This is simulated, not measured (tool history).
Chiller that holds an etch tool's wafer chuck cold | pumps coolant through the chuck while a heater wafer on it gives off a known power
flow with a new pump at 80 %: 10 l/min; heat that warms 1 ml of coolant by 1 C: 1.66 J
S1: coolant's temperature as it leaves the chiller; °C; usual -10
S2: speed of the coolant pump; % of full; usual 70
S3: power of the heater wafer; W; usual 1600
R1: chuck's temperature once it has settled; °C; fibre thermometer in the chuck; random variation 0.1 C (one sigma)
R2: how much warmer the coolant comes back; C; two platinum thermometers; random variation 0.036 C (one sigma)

{"run": 1, "hour": 0.0, "S1": -10, "S2": 70, "S3": 1600, "R1": 4.0, "R2": 6.59}
{"run": 2, "hour": 113.2, "S1": -10, "S2": 70, "S3": 1600, "R1": 4.0, "R2": 6.62}
{"run": 3, "hour": 277.2, "S1": -10, "S2": 70, "S3": 1600, "R1": 4.0, "R2": 6.58}
{"run": 4, "hour": 368.0, "S1": 0, "S2": 70, "S3": 1600, "R1": 14.0, "R2": 6.62}
{"run": 5, "hour": 523.8, "S1": 0, "S2": 65, "S3": 1600, "R1": 14.8, "R2": 7.18}
{"run": 6, "hour": 698.8, "S1": -10, "S2": 70, "S3": 1600, "R1": 4.2, "R2": 6.67}
{"run": 7, "hour": 802.0, "S1": -7, "S2": 70, "S3": 1600, "R1": 7.0, "R2": 6.64}
{"run": 8, "hour": 962.6, "S1": -7, "S2": 70, "S3": 1600, "R1": 7.2, "R2": 6.68}
{"run": 9, "hour": 1044.7, "S1": -7, "S2": 70, "S3": 2155, "R1": 12.1, "R2": 8.99}
{"run": 10, "hour": 1170.4, "S1": -7, "S2": 70, "S3": 2155, "R1": 12.1, "R2": 8.97}
{"run": 11, "hour": 1283.4, "S1": -7, "S2": 78, "S3": 2155, "R1": 10.7, "R2": 8.14}
{"run": 12, "hour": 1428.8, "S1": -10, "S2": 70, "S3": 1600, "R1": 4.2, "R2": 6.8}
{"run": 13, "hour": 1536.1, "S1": -10, "S2": 70, "S3": 1627, "R1": 4.4, "R2": 6.86}
{"run": 14, "hour": 1716.0, "S1": -10, "S2": 70, "S3": 1627, "R1": 4.2, "R2": 6.92}
{"run": 15, "hour": 1879.5, "S1": -10, "S2": 70, "S3": 1627, "R1": 4.4, "R2": 6.88}
{"run": 16, "hour": 2002.6, "S1": -10, "S2": 70, "S3": 1600, "R1": 4.3, "R2": 6.84}
{"run": 17, "hour": 2117.2, "S1": -10, "S2": 88, "S3": 1600, "R1": 2.3, "R2": 5.51}
{"run": 18, "hour": 2288.6, "S1": -10, "S2": 97, "S3": 1798, "R1": 3.2, "R2": 5.55}
{"run": 19, "hour": 2427.6, "S1": -10, "S2": 97, "S3": 1798, "R1": 3.2, "R2": 5.58}
{"run": 20, "hour": 2522.3, "S1": -10, "S2": 70, "S3": 1186, "R1": 0.5, "R2": 5.01}
{"run": 21, "hour": 2633.7, "S1": -4, "S2": 65, "S3": 1186, "R1": 6.9, "R2": 5.42}
{"run": 22, "hour": 2754.8, "S1": -4, "S2": 85, "S3": 1970, "R1": 12.0, "R2": 7.08}
{"run": 23, "hour": 2865.6, "S1": -10, "S2": 67, "S3": 1600, "R1": 4.7, "R2": 7.19}
{"run": 24, "hour": 2944.7, "S1": -10, "S2": 67, "S3": 1600, "R1": 4.8, "R2": 7.2}
{"run": 25, "hour": 3079.3, "S1": 0, "S2": 67, "S3": 1600, "R1": 14.8, "R2": 7.18}
{"run": 26, "hour": 3184.8, "S1": 0, "S2": 67, "S3": 1600, "R1": 14.8, "R2": 7.21}
{"run": 27, "hour": 3368.0, "S1": -8, "S2": 70, "S3": 1600, "R1": 6.3, "R2": 6.88}
{"run": 28, "hour": 3446.3, "S1": -2, "S2": 78, "S3": 1009, "R1": 6.4, "R2": 3.97}
{"run": 29, "hour": 3528.1, "S1": -17, "S2": 70, "S3": 1990, "R1": 0.9, "R2": 8.54}
{"run": 30, "hour": 3697.0, "S1": -7, "S2": 78, "S3": 1990, "R1": 10.0, "R2": 7.8}
{"run": 31, "hour": 3809.7, "S1": -14, "S2": 93, "S3": 1990, "R1": 1.2, "R2": 6.57}

Some steps in R1 between neighbouring runs. How much of each would the tool show without its hidden state too (settings, what came in, random variation), and how much is left for the hidden state, with any gauge scatter that isn't in both results?
The hidden state here: heat passed by the chuck's channels, % of clean ones'; flow at a given pump speed, % of a new pump's; coolant's true temperature over the reading, C; drift of the gauge itself on chuck_c, C; drift of the gauge itself on warmer_back_c, C.
Run 3 -> 4: S1 -10 -> 0. R1 +10.0 °C: hidden state +0.0, all else +10.0.
Run 5 -> 6: S1 0 -> -10, S2 65 -> 70. R1 -10.6 °C: hidden state +0.1, all else -10.7.
Run 21 -> 22: S2 65 -> 85, S3 1186 -> 1970. R1 +5.1 °C: hidden state +0.4, all else +4.7.
Run 24 -> 25: S1 -10 -> 0. R1 +10.0 °C: hidden state +0.0, all else +10.0.
Run 27 -> 28: S1 -8 -> -2, S2 70 -> 78, S3 1600 -> 1009. R1 +0.1 °C: hidden state -0.4, all else +0.5.
Run 28 -> 29: S1 -2 -> -17, S2 78 -> 70, S3 1009 -> 1990. R1 -5.5 °C: hidden state +0.7, all else -6.2.
